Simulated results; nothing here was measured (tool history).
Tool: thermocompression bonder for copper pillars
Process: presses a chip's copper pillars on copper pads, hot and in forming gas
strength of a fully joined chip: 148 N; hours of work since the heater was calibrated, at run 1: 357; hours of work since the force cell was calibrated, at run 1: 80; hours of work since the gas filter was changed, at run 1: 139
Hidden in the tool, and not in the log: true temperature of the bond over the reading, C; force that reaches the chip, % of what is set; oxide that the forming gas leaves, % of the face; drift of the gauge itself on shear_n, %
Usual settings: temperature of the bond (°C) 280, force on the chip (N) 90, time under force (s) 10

run	hour	temperature of the bond (°C)	force on the chip (N)	time under force (s)	hours of work since the heater was calibrated	hours of work since the force cell was calibrated	hours of work since the gas filter was changed	force that shears a chip off (N)
1	0	280	90	10	357	80	139	90.7
2	10.4	280	90	10	361	84	143	90.5
3	21.4	280	134	10	366	89	148	111.5
4	30.6	280	90	10	370	93	152	90.6
# hour 36.8: forming gas filter changed
5	45.4	280	90	10	376	99	4	91.1
6	60	280	90	10	382	106	10	90.9
7	68.5	280	90	10	386	109	14	90.9
8	83.4	280	90	10	393	116	20	91.1
9	94.1	280	90	10	397	120	25	91
10	104.4	280	90	10	402	125	29	91
11	117.3	280	90	10	407	131	35	91.2
12	125.8	280	61	10	411	134	39	71.1
13	139.4	280	61	10	417	140	44	71
14	149	280	61	10	421	144	49	70.8
15	159.8	280	61	10	426	149	53	71.4
16	167.3	280	61	10	429	152	57	71
17	177.7	280	61	10	433	157	61	71.5
18	191.6	280	61	10	440	163	67	71.3
19	198.5	254	61	12	443	166	70	59.7
20	208.1	259	55	6	447	170	74	43.8
21	216.4	259	55	6	450	173	78	43.6
22	227.1	259	55	6	455	178	82	44
23	241.5	259	104	6	461	184	89	71
24	251.9	280	90	8	466	189	93	85.5
25	266.6	306	55	8	472	195	100	76.1
26	281	306	55	8	478	201	106	76.2
27	289.9	306	55	8	482	205	110	75.9
28	304.6	306	55	8	488	212	116	76.4
29	318.8	306	55	8	495	218	122	76.2

Forecast each of these 5 alternatives for the next run:
A	332.3	306	67	8	500	224	128	?
B	332.3	280	90	15	500	224	128	?
C	332.3	280	129	7	500	224	128	?
D	332.3	252	90	10	500	224	128	?
E	332.3	285	92	12	500	224	128	?

run	force that shears a chip off (N)
A	86.4
B	102.8
C	101
D	72.4
E	101.2
Without the tool's hidden state the same runs would have given:
run	force that shears a chip off (N)
A	85.4
B	101.7
C	99.9
D	71.6
E	100
